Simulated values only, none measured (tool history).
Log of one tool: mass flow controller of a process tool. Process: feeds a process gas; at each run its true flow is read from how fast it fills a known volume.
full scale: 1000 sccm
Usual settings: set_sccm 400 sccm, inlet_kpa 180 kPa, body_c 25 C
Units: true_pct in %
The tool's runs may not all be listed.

{"run": 1, "hour": 0.0, "set_sccm": 400, "inlet_kpa": 180, "body_c": 25, "true_pct": 98.34}
{"run": 2, "hour": 98.4, "set_sccm": 400, "inlet_kpa": 180, "body_c": 25, "true_pct": 98.33}
{"run": 3, "hour": 184.2, "set_sccm": 400, "inlet_kpa": 180, "body_c": 25, "true_pct": 98.25}
{"run": 4, "hour": 323.4, "set_sccm": 400, "inlet_kpa": 180, "body_c": 25, "true_pct": 98.19}
{"run": 5, "hour": 409.3, "set_sccm": 400, "inlet_kpa": 180, "body_c": 25, "true_pct": 98.31}
{"run": 6, "hour": 504.5, "set_sccm": 400, "inlet_kpa": 180, "body_c": 25, "true_pct": 98.38}
{"hour": 541.0, "done": "controller exchanged for a calibrated one"}
{"run": 7, "hour": 605.1, "set_sccm": 400, "inlet_kpa": 180, "body_c": 25, "true_pct": 98.21}
{"run": 8, "hour": 739.2, "set_sccm": 171, "inlet_kpa": 180, "body_c": 25, "true_pct": 97.7}
{"run": 9, "hour": 850.7, "set_sccm": 171, "inlet_kpa": 180, "body_c": 25, "true_pct": 97.6}
{"run": 10, "hour": 981.2, "set_sccm": 171, "inlet_kpa": 180, "body_c": 25, "true_pct": 97.45}
{"run": 11, "hour": 1046.3, "set_sccm": 171, "inlet_kpa": 180, "body_c": 25, "true_pct": 97.81}
{"run": 12, "hour": 1192.0, "set_sccm": 171, "inlet_kpa": 180, "body_c": 25, "true_pct": 97.67}
{"run": 13, "hour": 1297.0, "set_sccm": 400, "inlet_kpa": 171, "body_c": 25, "true_pct": 98.4}
{"run": 14, "hour": 1363.5, "set_sccm": 400, "inlet_kpa": 219, "body_c": 25, "true_pct": 98.52}
{"run": 15, "hour": 1478.4, "set_sccm": 400, "inlet_kpa": 219, "body_c": 25, "true_pct": 98.65}
{"run": 16, "hour": 1589.8, "set_sccm": 400, "inlet_kpa": 273, "body_c": 25, "true_pct": 98.84}
{"run": 17, "hour": 1674.8, "set_sccm": 400, "inlet_kpa": 180, "body_c": 23, "true_pct": 98.53}
{"run": 18, "hour": 1740.7, "set_sccm": 400, "inlet_kpa": 180, "body_c": 23, "true_pct": 98.45}
{"run": 19, "hour": 1804.3, "set_sccm": 400, "inlet_kpa": 180, "body_c": 23, "true_pct": 98.65}
{"run": 20, "hour": 1904.0, "set_sccm": 400, "inlet_kpa": 180, "body_c": 23, "true_pct": 98.51}
{"run": 21, "hour": 2041.9, "set_sccm": 400, "inlet_kpa": 180, "body_c": 25, "true_pct": 98.23}
{"run": 22, "hour": 2138.8, "set_sccm": 400, "inlet_kpa": 180, "body_c": 25, "true_pct": 98.13}
{"run": 23, "hour": 2208.2, "set_sccm": 400, "inlet_kpa": 180, "body_c": 25, "true_pct": 98.38}
{"run": 24, "hour": 2337.2, "set_sccm": 400, "inlet_kpa": 180, "body_c": 25, "true_pct": 98.32}
{"run": 25, "hour": 2426.1, "set_sccm": 306, "inlet_kpa": 272, "body_c": 28, "true_pct": 98.26}
{"run": 26, "hour": 2493.4, "set_sccm": 217, "inlet_kpa": 214, "body_c": 25, "true_pct": 98}
{"run": 27, "hour": 2554.5, "set_sccm": 217, "inlet_kpa": 214, "body_c": 25, "true_pct": 97.95}
{"run": 28, "hour": 2628.8, "set_sccm": 976, "inlet_kpa": 141, "body_c": 25, "true_pct": 99.5}
{"run": 29, "hour": 2733.0, "set_sccm": 976, "inlet_kpa": 141, "body_c": 25, "true_pct": 99.61}
{"run": 30, "hour": 2838.5, "set_sccm": 976, "inlet_kpa": 141, "body_c": 25, "true_pct": 99.5}
{"run": 31, "hour": 2912.4, "set_sccm": 976, "inlet_kpa": 141, "body_c": 25, "true_pct": 99.65}
{"run": 32, "hour": 3008.0, "set_sccm": 843, "inlet_kpa": 267, "body_c": 38, "true_pct": 98.42}
{"run": 33, "hour": 3106.5, "set_sccm": 843, "inlet_kpa": 267, "body_c": 38, "true_pct": 98.43}
{"run": 34, "hour": 3215.1, "set_sccm": 843, "inlet_kpa": 276, "body_c": 38, "true_pct": 98.61}
{"run": 35, "hour": 3295.8, "set_sccm": 843, "inlet_kpa": 276, "body_c": 38, "true_pct": 98.48}
{"run": 36, "hour": 3424.3, "set_sccm": 118, "inlet_kpa": 250, "body_c": 38, "true_pct": 96.37}
{"run": 37, "hour": 3535.8, "set_sccm": 118, "inlet_kpa": 250, "body_c": 38, "true_pct": 96.48}
{"run": 38, "hour": 3650.0, "set_sccm": 118, "inlet_kpa": 250, "body_c": 38, "true_pct": 96.46}
{"run": 39, "hour": 3746.1, "set_sccm": 852, "inlet_kpa": 270, "body_c": 26, "true_pct": 99.9}
{"run": 40, "hour": 3865.2, "set_sccm": 119, "inlet_kpa": 270, "body_c": 26, "true_pct": 97.97}
{"run": 41, "hour": 3931.2, "set_sccm": 400, "inlet_kpa": 259, "body_c": 34, "true_pct": 97.72}
{"run": 42, "hour": 4030.5, "set_sccm": 118, "inlet_kpa": 180, "body_c": 25, "true_pct": 97.51}
{"run": 43, "hour": 4106.6, "set_sccm": 118, "inlet_kpa": 180, "body_c": 25, "true_pct": 97.52}
{"run": 44, "hour": 4167.0, "set_sccm": 221, "inlet_kpa": 180, "body_c": 38, "true_pct": 96.17}
{"run": 45, "hour": 4295.8, "set_sccm": 221, "inlet_kpa": 180, "body_c": 38, "true_pct": 96.33}
{"run": 46, "hour": 4439.5, "set_sccm": 221, "inlet_kpa": 180, "body_c": 38, "true_pct": 96.34}
{"run": 47, "hour": 4523.0, "set_sccm": 221, "inlet_kpa": 180, "body_c": 38, "true_pct": 96.4}
{"run": 48, "hour": 4609.0, "set_sccm": 842, "inlet_kpa": 266, "body_c": 25, "true_pct": 100.08}

4 ways to go on from here, each from the tool as it stands after run 48. What would each give?
{"run": "A", "hour": 4678.3, "set_sccm": 119, "inlet_kpa": 180, "body_c": 25, "true_pct": "?"}
{"run": "B", "hour": 4678.3, "set_sccm": 400, "inlet_kpa": 180, "body_c": 29, "true_pct": "?"}
{"run": "C", "hour": 4678.3, "set_sccm": 292, "inlet_kpa": 266, "body_c": 25, "true_pct": "?"}
{"run": "D", "hour": 4678.3, "set_sccm": 629, "inlet_kpa": 159, "body_c": 38, "true_pct": "?"}

run=A true_pct=97.68
run=B true_pct=97.9
run=C true_pct=98.53
run=D true_pct=97.19
Without the tool's hidden state the same runs would have given:
run=A true_pct=97.66
run=B true_pct=97.88
run=C true_pct=98.52
run=D true_pct=97.18
